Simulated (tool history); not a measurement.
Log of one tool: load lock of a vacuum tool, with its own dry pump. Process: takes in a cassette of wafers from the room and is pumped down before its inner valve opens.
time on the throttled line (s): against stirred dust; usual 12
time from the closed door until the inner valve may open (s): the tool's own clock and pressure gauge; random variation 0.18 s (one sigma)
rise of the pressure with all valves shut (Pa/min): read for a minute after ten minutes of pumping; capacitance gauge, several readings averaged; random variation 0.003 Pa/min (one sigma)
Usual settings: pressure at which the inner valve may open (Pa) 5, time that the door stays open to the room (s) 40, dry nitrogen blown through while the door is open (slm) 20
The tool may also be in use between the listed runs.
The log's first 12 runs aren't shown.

run	day	time on the throttled line (s)	pressure at which the inner valve may open (Pa)	time that the door stays open to the room (s)	dry nitrogen blown through while the door is open (slm)	hours that the pump has run since its overhaul	times that the door has closed on its seal	incoming humidity of the room's air, %	time from the closed door until the inner valve may open (s)	rise of the pressure with all valves shut (Pa/min)
13	214.088	12	5	40	11	19168	7233	44.1	26.8	0.071
# day 217.767: dry pump taken out, an overhauled one fitted
14	234.338	12	5	40	11	398	8802	41.1	23.4	0.073
15	257.704	12	5	40	11	958	10636	44.5	23.7	0.097
16	271.846	12	5	40	11	1298	11746	45.4	23.4	0.104
17	293.55	12	5	40	11	1819	13450	50.2	23.7	0.112
18	306.575	12	5	40	11	2131	14473	48.5	23.7	0.111
19	328.867	12	5	40	11	2666	16222	43.6	23.7	0.13
20	351.796	12	5	40	13	3217	18022	41.5	23.6	0.148
21	365.208	12	5	40	13	3539	19075	45.3	23.8	0.161
22	387.838	12	9	40	18	4082	20851	46	22.9	0.171
23	406.988	8	5	145	20	4541	22354	45.6	20.8	0.196
24	419.204	8	5	145	20	4835	23313	44.8	20.8	0.211
25	430.746	8	5	145	20	5111	24219	44.1	20.9	0.211
26	442.008	12	5	30	6	5382	25103	46.9	24.1	0.218
27	460.217	17	8	30	33	5819	26532	43.5	27	0.22
28	484.346	12	5	40	22	6398	28426	44.3	24.6	0.246
29	503.467	12	6	40	20	6857	29927	48.1	24.3	0.272
30	526.404	16	5	40	8	7407	31727	43.2	27.8	0.298
31	537.188	16	5	40	8	7666	32574	43.1	27.3	0.303
32	551.062	10	5	49	8	7999	33663	43.7	22.9	0.336
33	567.129	10	5	49	8	8385	34924	46.9	23.3	0.354
34	577.071	12	5	117	20	8623	35704	45.5	24.6	0.37
35	588.571	12	5	40	9	8899	36607	46.5	24.9	0.365
36	600.975	12	5	40	19	9197	37580	44.7	24.9	0.373

Forecast each of these 3 alternatives for the next run:
A	619.038	12	6	40	20	9630	38998	47.8	?	?
B	619.038	14	8	40	23	9630	38998	41.6	?	?
C	619.038	12	8	196	31	9630	38998	46	?	?

run	time from the closed door until the inner valve may open (s)	rise of the pressure with all valves shut (Pa/min)
A	24.5	0.406
B	25.7	0.396
C	24.4	0.409
Without the tool's hidden state the same runs would have given:
run	time from the closed door until the inner valve may open (s)	rise of the pressure with all valves shut (Pa/min)
A	23.2	0.021
B	24.5	0.019
C	23.2	0.03
